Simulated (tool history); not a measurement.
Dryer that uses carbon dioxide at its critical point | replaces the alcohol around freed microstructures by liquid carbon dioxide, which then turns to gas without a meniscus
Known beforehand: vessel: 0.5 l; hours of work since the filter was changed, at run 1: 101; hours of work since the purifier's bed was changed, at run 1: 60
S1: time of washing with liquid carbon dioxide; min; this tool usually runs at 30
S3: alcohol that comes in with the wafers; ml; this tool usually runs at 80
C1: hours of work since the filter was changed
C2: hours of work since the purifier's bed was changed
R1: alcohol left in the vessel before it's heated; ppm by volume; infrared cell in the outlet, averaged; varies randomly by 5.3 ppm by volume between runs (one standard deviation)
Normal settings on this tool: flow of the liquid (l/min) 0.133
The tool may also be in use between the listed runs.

run 1 hour=0.0 | S1=30 flow_of_the_liquid_(l/min)=0.133 S3=80 | C1=101 C2=60 | R1=161
run 2 hour=27.1 | S1=30 flow_of_the_liquid_(l/min)=0.133 S3=22 | C1=114 C2=73 | R1=57
run 3 hour=76.1 | S1=30 flow_of_the_liquid_(l/min)=0.133 S3=22 | C1=139 C2=98 | R1=64
run 4 hour=120.8 | S1=36 flow_of_the_liquid_(l/min)=0.133 S3=80 | C1=161 C2=121 | R1=70
run 5 hour=152.3 | S1=36 flow_of_the_liquid_(l/min)=0.133 S3=80 | C1=177 C2=137 | R1=83
run 6 hour=198.6 | S1=30 flow_of_the_liquid_(l/min)=0.115 S3=80 | C1=201 C2=160 | R1=513
run 7 hour=224.3 | S1=30 flow_of_the_liquid_(l/min)=0.133 S3=80 | C1=214 C2=173 | R1=243
run 8 hour=269.4 | S1=26 flow_of_the_liquid_(l/min)=0.117 S3=27 | C1=236 C2=196 | R1=386
-- hour=310.4 inlet filter changed
run 9 hour=318.1 | S1=26 flow_of_the_liquid_(l/min)=0.117 S3=27 | C1=4 C2=220 | R1=252
run 10 hour=346.1 | S1=47 flow_of_the_liquid_(l/min)=0.087 S3=27 | C1=18 C2=234 | R1=80
run 11 hour=378.7 | S1=20 flow_of_the_liquid_(l/min)=0.087 S3=49 | C1=34 C2=250 | R1=4198
run 12 hour=401.3 | S1=20 flow_of_the_liquid_(l/min)=0.084 S3=49 | C1=46 C2=262 | R1=4798
run 13 hour=443.5 | S1=30 flow_of_the_liquid_(l/min)=0.202 S3=33 | C1=67 C2=283 | R1=51
run 14 hour=478.5 | S1=32 flow_of_the_liquid_(l/min)=0.133 S3=42 | C1=85 C2=300 | R1=101

Alternative continuations, all from the tool just after run 14; predict every row:
run A hour=517.3 | S1=30 flow_of_the_liquid_(l/min)=0.133 S3=21 | C1=104 C2=320 | R1=?
run B hour=517.3 | S1=32 flow_of_the_liquid_(l/min)=0.082 S3=42 | C1=104 C2=320 | R1=?
run C hour=517.3 | S1=21 flow_of_the_liquid_(l/min)=0.149 S3=109 | C1=104 C2=320 | R1=?

run=A R1=102
run=B R1=887
run=C R1=968
Stripped of hidden state, with their random variation kept, the same runs would have yielded:
run=A R1=33
run=B R1=671
run=C R1=707
